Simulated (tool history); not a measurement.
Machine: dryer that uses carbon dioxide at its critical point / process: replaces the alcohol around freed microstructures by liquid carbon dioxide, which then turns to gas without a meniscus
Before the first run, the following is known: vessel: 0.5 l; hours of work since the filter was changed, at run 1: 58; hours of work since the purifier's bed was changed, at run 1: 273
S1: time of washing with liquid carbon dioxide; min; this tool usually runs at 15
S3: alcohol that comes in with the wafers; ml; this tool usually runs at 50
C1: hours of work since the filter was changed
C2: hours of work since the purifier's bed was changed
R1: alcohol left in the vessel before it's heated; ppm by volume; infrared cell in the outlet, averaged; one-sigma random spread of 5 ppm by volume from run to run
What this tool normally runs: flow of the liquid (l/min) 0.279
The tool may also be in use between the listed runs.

run 1 hour=0 | S1=15 flow_of_the_liquid_(l/min)=0.279 S3=50 | C1=58 C2=273 | R1=77
run 2 hour=60.5 | S1=15 flow_of_the_liquid_(l/min)=0.279 S3=50 | C1=106 C2=321 | R1=93
run 3 hour=129.6 | S1=15 flow_of_the_liquid_(l/min)=0.279 S3=50 | C1=161 C2=376 | R1=113
run 4 hour=172.7 | S1=15 flow_of_the_liquid_(l/min)=0.279 S3=50 | C1=195 C2=410 | R1=140
run 5 hour=210.7 | S1=15 flow_of_the_liquid_(l/min)=0.404 S3=50 | C1=225 C2=441 | R1=49
run 6 hour=264.5 | S1=15 flow_of_the_liquid_(l/min)=0.279 S3=50 | C1=268 C2=484 | R1=184
-- hour=292.3 inlet filter changed
run 7 hour=338.8 | S1=15 flow_of_the_liquid_(l/min)=0.351 S3=50 | C1=37 C2=542 | R1=39
run 8 hour=395.6 | S1=15 flow_of_the_liquid_(l/min)=0.279 S3=50 | C1=82 C2=587 | R1=110
run 9 hour=455.7 | S1=15 flow_of_the_liquid_(l/min)=0.279 S3=50 | C1=130 C2=635 | R1=116
run 10 hour=489.7 | S1=15 flow_of_the_liquid_(l/min)=0.279 S3=50 | C1=157 C2=662 | R1=128
run 11 hour=562.6 | S1=15 flow_of_the_liquid_(l/min)=0.279 S3=50 | C1=215 C2=720 | R1=159
run 12 hour=620.5 | S1=15 flow_of_the_liquid_(l/min)=0.279 S3=50 | C1=261 C2=766 | R1=197
-- hour=654.3 inlet filter changed
-- hour=691.7 purifier's bed changed
run 13 hour=697.8 | S1=15 flow_of_the_liquid_(l/min)=0.279 S3=50 | C1=32 C2=5 | R1=59
run 14 hour=768.6 | S1=15 flow_of_the_liquid_(l/min)=0.279 S3=50 | C1=89 C2=61 | R1=61
run 15 hour=801.5 | S1=13 flow_of_the_liquid_(l/min)=0.279 S3=87 | C1=115 C2=87 | R1=348
run 16 hour=856.3 | S1=14 flow_of_the_liquid_(l/min)=0.249 S3=92 | C1=158 C2=131 | R1=545
run 17 hour=897.1 | S1=14 flow_of_the_liquid_(l/min)=0.249 S3=92 | C1=191 C2=164 | R1=630
run 18 hour=949.6 | S1=13 flow_of_the_liquid_(l/min)=0.249 S3=87 | C1=233 C2=205 | R1=978
run 19 hour=1010 | S1=13 flow_of_the_liquid_(l/min)=0.249 S3=87 | C1=281 C2=254 | R1=1150
-- hour=1019.6 inlet filter changed
run 20 hour=1053.7 | S1=17 flow_of_the_liquid_(l/min)=0.249 S3=57 | C1=27 C2=288 | R1=77
run 21 hour=1110.6 | S1=21 flow_of_the_liquid_(l/min)=0.23 S3=37 | C1=73 C2=333 | R1=29
run 22 hour=1169.6 | S1=17 flow_of_the_liquid_(l/min)=0.352 S3=114 | C1=119 C2=380 | R1=35
run 23 hour=1230 | S1=16 flow_of_the_liquid_(l/min)=0.252 S3=53 | C1=168 C2=428 | R1=155
run 24 hour=1286.2 | S1=16 flow_of_the_liquid_(l/min)=0.252 S3=53 | C1=212 C2=473 | R1=185
run 25 hour=1316.5 | S1=16 flow_of_the_liquid_(l/min)=0.252 S3=53 | C1=236 C2=497 | R1=202
run 26 hour=1346 | S1=11 flow_of_the_liquid_(l/min)=0.469 S3=58 | C1=260 C2=520 | R1=70
-- hour=1385.9 inlet filter changed
run 27 hour=1410.1 | S1=23 flow_of_the_liquid_(l/min)=0.188 S3=106 | C1=19 C2=571 | R1=111

Hidden condition of the tool, last listed run before each entry between runs versus first listed run after:
Logged between run 6 and run 7: inlet filter changed (hour 292.3)
  flow that reaches the vessel past the clogged filter, %: 83.3 -> 97.6; alcohol in the recycled carbon dioxide, ppm: 32.5 -> 35.4
  measured result minus the result with no hidden state, R1: +140 -> +32 ppm by volume
Logged between run 12 and run 13: inlet filter changed (hour 654.3); purifier's bed changed (hour 691.7)
  flow that reaches the vessel past the clogged filter, %: 83.8 -> 97.7; alcohol in the recycled carbon dioxide, ppm: 47.9 -> 5.3
  measured result minus the result with no hidden state, R1: +151 -> +8 ppm by volume
Logged between run 19 and run 20: inlet filter changed (hour 1019.6)
  flow that reaches the vessel past the clogged filter, %: 83.1 -> 97.7; alcohol in the recycled carbon dioxide, ppm: 19.1 -> 21
  measured result minus the result with no hidden state, R1: +740 -> +26 ppm by volume
Logged between run 26 and run 27: inlet filter changed (hour 1385.9)
  flow that reaches the vessel past the clogged filter, %: 83.8 -> 98.7; alcohol in the recycled carbon dioxide, ppm: 33.1 -> 35.7
  measured result minus the result with no hidden state, R1: +62 -> +38 ppm by volume
